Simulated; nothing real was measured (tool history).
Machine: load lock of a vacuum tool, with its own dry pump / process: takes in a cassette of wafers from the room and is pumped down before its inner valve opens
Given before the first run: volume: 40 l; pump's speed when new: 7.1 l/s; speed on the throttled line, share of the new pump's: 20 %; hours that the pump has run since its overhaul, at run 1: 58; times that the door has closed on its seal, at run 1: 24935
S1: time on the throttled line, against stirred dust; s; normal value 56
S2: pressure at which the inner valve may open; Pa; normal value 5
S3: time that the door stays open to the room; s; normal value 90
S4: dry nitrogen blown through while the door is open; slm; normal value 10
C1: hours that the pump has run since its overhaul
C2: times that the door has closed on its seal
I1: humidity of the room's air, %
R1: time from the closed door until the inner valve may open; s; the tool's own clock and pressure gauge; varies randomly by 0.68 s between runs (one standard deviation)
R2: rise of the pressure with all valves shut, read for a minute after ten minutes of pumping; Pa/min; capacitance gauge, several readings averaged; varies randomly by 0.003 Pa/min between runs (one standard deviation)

run	hour	S1	S2	S3	S4	C1	C2	I1	R1	R2
1	0	56	5	90	10	58	24935	44.8	101.1	0.038
2	363.8	56	5	90	10	422	26674	45.3	102.5	0.04
# hour 477.3: door's seal changed, seat wiped
3	754.8	56	5	90	10	811	1326	44.2	101	0.042
4	1140.3	56	5	90	14	1197	3169	43.8	101.8	0.032
5	1398	56	5	90	14	1454	4401	45.5	102.9	0.035
6	1867.5	56	5	90	16	1924	6645	42.5	101.3	0.034
7	2125.2	40	5	90	10	2182	7878	43.5	87.7	0.045
8	2381.8	56	5	90	10	2438	9104	44.7	101.6	0.033
9	2768.5	56	5	90	10	2825	10953	43.2	101.2	0.038
10	3039.5	56	5	99	10	3096	12248	44.7	99.7	0.037
11	3320.1	56	5	90	10	3377	13590	46.6	101.8	0.04
12	3537.3	56	5	90	10	3594	14628	43.7	101.3	0.043
13	3815.3	56	5	90	10	3872	15957	46.3	101.6	0.039
14	4230.5	56	5	90	10	4287	17942	43.9	99.3	0.045
15	4592.3	56	5	90	10	4649	19672	45.2	100.6	0.044
16	4816.5	56	5	40	10	4873	20743	44.9	103	0.024
17	5017.5	56	5	90	10	5074	21704	49.4	101	0.042
18	5224	56	5	90	10	5280	22692	46.5	100.6	0.031
19	5459.8	56	5	90	10	5516	23818	50.3	102	0.047
20	5735.3	56	5	40	10	5792	25136	43.4	100.8	0.03
21	6080.8	51	6	50	38	6137	26787	44.5	96	0.018
# hour 6174: door's seal changed, seat wiped
22	6469.6	30	6	90	15	6525	1413	47.5	79.6	0.036
23	6682.3	30	6	90	15	6737	2430	46.4	79.5	0.037
24	7034.2	30	5	90	7	7089	4112	46.2	81	0.038
25	7442.4	56	5	33	10	7497	6063	47.3	101.4	0.022
26	7725.5	56	5	33	10	7780	7417	41.7	101.2	0.015
27	8158.7	29	8	189	7	8214	9488	42.6	77.1	0.062
28	8519.4	38	6	90	6	8574	11212	45	86.4	0.043
29	8908.7	38	6	90	6	8964	13073	48.9	84.9	0.042
# hour 9177.6: dry pump taken out, an overhauled one fitted
30	9248.5	38	6	90	6	71	14669	44.3	86	0.047
31	9670.5	56	5	194	6	493	16686	45.2	100.5	0.071
32	10130.4	56	5	194	6	953	18885	48.3	102	0.069
33	10535.3	56	5	39	30	1358	20820	41.9	101.1	0.009
34	10813.9	56	5	39	30	1636	22152	47.7	100.3	0.022
35	11084.2	56	5	39	30	1907	23444	47.8	100.7	0.013
36	11323.3	56	5	71	7	2146	24587	45.7	100.1	0.047

Take each entry between the runs: how does the hidden state at the last listed run before it differ from the hidden state at the first listed run after it?
In the gap between runs 2 and 3: door's seal changed, seat wiped (hour 477.3)
  leak at the door's seal, Pa l/s: 0.003 -> 0.002
In the gap between runs 21 and 22: door's seal changed, seat wiped (hour 6174)
  leak at the door's seal, Pa l/s: 0.0029 -> 0.002
In the gap between runs 29 and 30: dry pump taken out, an overhauled one fitted (hour 9177.6)
  nothing in the hidden state changes from one run to the other
